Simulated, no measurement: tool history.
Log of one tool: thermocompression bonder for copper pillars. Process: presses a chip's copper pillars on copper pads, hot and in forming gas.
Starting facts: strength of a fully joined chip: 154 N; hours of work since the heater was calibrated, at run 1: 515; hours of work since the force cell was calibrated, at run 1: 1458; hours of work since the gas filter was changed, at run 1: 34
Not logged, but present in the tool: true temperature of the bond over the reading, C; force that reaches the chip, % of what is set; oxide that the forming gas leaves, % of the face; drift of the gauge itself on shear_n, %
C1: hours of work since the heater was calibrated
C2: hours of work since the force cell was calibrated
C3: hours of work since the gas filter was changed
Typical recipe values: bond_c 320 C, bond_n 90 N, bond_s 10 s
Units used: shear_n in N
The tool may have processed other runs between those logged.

{"run": 1, "hour": 0.0, "bond_c": 320, "bond_n": 90, "bond_s": 10, "C1": 515, "C2": 1458, "C3": 34, "shear_n": 98.3}
{"run": 2, "hour": 58.2, "bond_c": 320, "bond_n": 90, "bond_s": 10, "C1": 560, "C2": 1503, "C3": 79, "shear_n": 96.7}
{"run": 3, "hour": 100.0, "bond_c": 320, "bond_n": 90, "bond_s": 10, "C1": 592, "C2": 1535, "C3": 111, "shear_n": 97}
{"run": 4, "hour": 169.7, "bond_c": 320, "bond_n": 90, "bond_s": 10, "C1": 646, "C2": 1589, "C3": 165, "shear_n": 96.9}
{"run": 5, "hour": 209.8, "bond_c": 320, "bond_n": 90, "bond_s": 10, "C1": 677, "C2": 1620, "C3": 196, "shear_n": 96.6}
{"run": 6, "hour": 241.0, "bond_c": 320, "bond_n": 90, "bond_s": 10, "C1": 702, "C2": 1644, "C3": 220, "shear_n": 97}
{"run": 7, "hour": 300.5, "bond_c": 320, "bond_n": 90, "bond_s": 10, "C1": 748, "C2": 1690, "C3": 266, "shear_n": 96.4}
{"run": 8, "hour": 335.6, "bond_c": 320, "bond_n": 90, "bond_s": 10, "C1": 775, "C2": 1718, "C3": 294, "shear_n": 95.1}
{"run": 9, "hour": 379.5, "bond_c": 320, "bond_n": 90, "bond_s": 10, "C1": 809, "C2": 1752, "C3": 328, "shear_n": 96.7}
{"run": 10, "hour": 427.0, "bond_c": 320, "bond_n": 90, "bond_s": 10, "C1": 846, "C2": 1788, "C3": 364, "shear_n": 95.4}
{"run": 11, "hour": 457.8, "bond_c": 320, "bond_n": 90, "bond_s": 18, "C1": 869, "C2": 1812, "C3": 388, "shear_n": 112}
{"hour": 495.5, "done": "forming gas filter changed"}
{"run": 12, "hour": 496.5, "bond_c": 320, "bond_n": 90, "bond_s": 18, "C1": 899, "C2": 1842, "C3": 1, "shear_n": 114.4}
{"run": 13, "hour": 560.3, "bond_c": 317, "bond_n": 90, "bond_s": 10, "C1": 948, "C2": 1891, "C3": 50, "shear_n": 95.4}
{"run": 14, "hour": 631.7, "bond_c": 317, "bond_n": 90, "bond_s": 10, "C1": 1004, "C2": 1946, "C3": 105, "shear_n": 96.3}
{"run": 15, "hour": 664.7, "bond_c": 317, "bond_n": 90, "bond_s": 10, "C1": 1029, "C2": 1972, "C3": 131, "shear_n": 94.3}
{"run": 16, "hour": 720.8, "bond_c": 317, "bond_n": 90, "bond_s": 10, "C1": 1073, "C2": 2015, "C3": 174, "shear_n": 94.3}
{"run": 17, "hour": 784.4, "bond_c": 317, "bond_n": 90, "bond_s": 16, "C1": 1122, "C2": 2065, "C3": 224, "shear_n": 108.2}
{"run": 18, "hour": 852.9, "bond_c": 320, "bond_n": 90, "bond_s": 6, "C1": 1175, "C2": 2118, "C3": 277, "shear_n": 82.2}
{"run": 19, "hour": 898.8, "bond_c": 290, "bond_n": 130, "bond_s": 10, "C1": 1211, "C2": 2153, "C3": 312, "shear_n": 92.7}
{"hour": 945.6, "done": "force cell calibrated"}
{"run": 20, "hour": 945.6, "bond_c": 339, "bond_n": 73, "bond_s": 6, "C1": 1246, "C2": 0, "C3": 347, "shear_n": 87.9}
{"run": 21, "hour": 988.7, "bond_c": 320, "bond_n": 76, "bond_s": 10, "C1": 1279, "C2": 33, "C3": 381, "shear_n": 92.8}
{"hour": 1038.9, "done": "forming gas filter changed"}
{"run": 22, "hour": 1038.9, "bond_c": 347, "bond_n": 62, "bond_s": 6, "C1": 1317, "C2": 72, "C3": 0, "shear_n": 87.2}
{"run": 23, "hour": 1097.1, "bond_c": 347, "bond_n": 62, "bond_s": 6, "C1": 1363, "C2": 117, "C3": 45, "shear_n": 86.8}
{"run": 24, "hour": 1152.3, "bond_c": 347, "bond_n": 62, "bond_s": 6, "C1": 1405, "C2": 160, "C3": 88, "shear_n": 87.5}
{"run": 25, "hour": 1221.0, "bond_c": 293, "bond_n": 75, "bond_s": 18, "C1": 1459, "C2": 213, "C3": 141, "shear_n": 91.8}
{"run": 26, "hour": 1290.0, "bond_c": 297, "bond_n": 56, "bond_s": 9, "C1": 1512, "C2": 266, "C3": 194, "shear_n": 64.5}
{"hour": 1306.7, "done": "heater calibrated with a thermocouple chip"}
{"run": 27, "hour": 1362.8, "bond_c": 320, "bond_n": 88, "bond_s": 5, "C1": 43, "C2": 321, "C3": 249, "shear_n": 77.6}
{"run": 28, "hour": 1400.3, "bond_c": 320, "bond_n": 88, "bond_s": 5, "C1": 72, "C2": 350, "C3": 278, "shear_n": 77.8}
{"run": 29, "hour": 1454.5, "bond_c": 344, "bond_n": 75, "bond_s": 9, "C1": 114, "C2": 392, "C3": 320, "shear_n": 101.3}
{"run": 30, "hour": 1506.0, "bond_c": 301, "bond_n": 99, "bond_s": 12, "C1": 154, "C2": 432, "C3": 360, "shear_n": 94.5}
{"run": 31, "hour": 1572.6, "bond_c": 334, "bond_n": 81, "bond_s": 7, "C1": 206, "C2": 484, "C3": 412, "shear_n": 92.9}

5 ways to go on from here, each from the tool as it stands after run 31. What would each give?
{"hour": 1583.4, "done": "forming gas filter changed"}
{"run": "A", "hour": 1603.0, "bond_c": 347, "bond_n": 90, "bond_s": 10, "C1": 229, "C2": 507, "C3": 15, "shear_n": "?"}
{"hour": 1583.4, "done": "forming gas filter changed"}
{"run": "B", "hour": 1603.0, "bond_c": 339, "bond_n": 84, "bond_s": 6, "C1": 229, "C2": 507, "C3": 15, "shear_n": "?"}
{"hour": 1583.4, "done": "forming gas filter changed"}
{"run": "C", "hour": 1603.0, "bond_c": 332, "bond_n": 125, "bond_s": 6, "C1": 229, "C2": 507, "C3": 15, "shear_n": "?"}
{"hour": 1583.4, "done": "forming gas filter changed"}
{"run": "D", "hour": 1603.0, "bond_c": 313, "bond_n": 81, "bond_s": 7, "C1": 229, "C2": 507, "C3": 15, "shear_n": "?"}
{"hour": 1583.4, "done": "forming gas filter changed"}
{"run": "E", "hour": 1603.0, "bond_c": 293, "bond_n": 95, "bond_s": 17, "C1": 229, "C2": 507, "C3": 15, "shear_n": "?"}

run=A shear_n=113.8
run=B shear_n=93.5
run=C shear_n=108.7
run=D shear_n=80.3
run=E shear_n=100.8
Take away the tool's hidden state, keep each run's random variation, and the runs would have read:
run=A shear_n=114.4
run=B shear_n=94
run=C shear_n=109.3
run=D shear_n=80.7
run=E shear_n=101.3
